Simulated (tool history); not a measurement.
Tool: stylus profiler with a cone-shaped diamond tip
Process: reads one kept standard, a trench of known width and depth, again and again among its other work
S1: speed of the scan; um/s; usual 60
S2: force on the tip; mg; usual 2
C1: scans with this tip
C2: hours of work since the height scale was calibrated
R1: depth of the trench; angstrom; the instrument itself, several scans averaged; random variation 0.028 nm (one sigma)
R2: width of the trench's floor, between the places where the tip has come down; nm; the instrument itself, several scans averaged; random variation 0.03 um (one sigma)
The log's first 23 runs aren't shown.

run    hour   S1    S2     C1   C2      R1     R2
 24   902.1   36  4.41   7645  131    2029  16150
 25   943.7   36  4.41   7877  161    2029  16030
 26   991.6  153  1.07   8144  195  2011.3  15340
 27  1026.6   85  3.54   8340  220  2024.8  15860
 28  1079.6  150  1.98   8635  258  2015.8  15430
 29  1109.1   33  2.24   8799  279  2017.6  15910
 30  1137.7   33  2.24   8959  299  2017.9  15920
 31  1181.7   66  1.29   9204  331  2011.9  15670
 32  1219.4   25  0.97   9415  357  2009.5  15850
 33  1276.1   42  1.98   9730  398  2015.9  15780
 34  1323.5   87  1.88   9994  432  2015.5  15560
 35  1346.6   87  1.88  10124  448  2015.3  15500
 36  1402.7   87  1.88  10436  488  2015.4  15500
 37  1454.3   75  1.48  10724  525  2012.9  15520
 38  1497.5  114  0.68  10965  556  2006.2  15080
 39  1550.2   23  0.81  11259  593  2007.9  15630
 40  1582.4  151  0.81  11438  616  2007.6  14830
 41  1620.3   38  1.57  11649  643  2012.5  15560
 42  1665.4   18  3.85  11900  675  2025.5  15650
 43  1698.7   57  1.31  12086  699  2010.9  15440
 44  1730.4   28  4.91  12263  721  2029.5  15560
 45  1783.4   28  4.91  12558  759  2030.2  15610
 46  1839.9   25     2  12873  799  2015.7  15510

Forecast each of these 4 alternatives for the next run:
  A  1883.1   60  0.71  13114  830   ?   ?
  B  1883.1  113  1.12  13114  830   ?   ?
  C  1883.1   79  1.48  13114  830   ?   ?
  D  1883.1   60  1.45  13114  830   ?   ?

run      R1     R2
  A  2006.6  15210
  B  2009.7  15020
  C  2011.6  15220
  D    2012  15260
Without the tool's hidden state the same runs would have given:
run      R1     R2
  A  2008.9  16840
  B    2012  16650
  C  2013.9  16850
  D  2014.3  16890
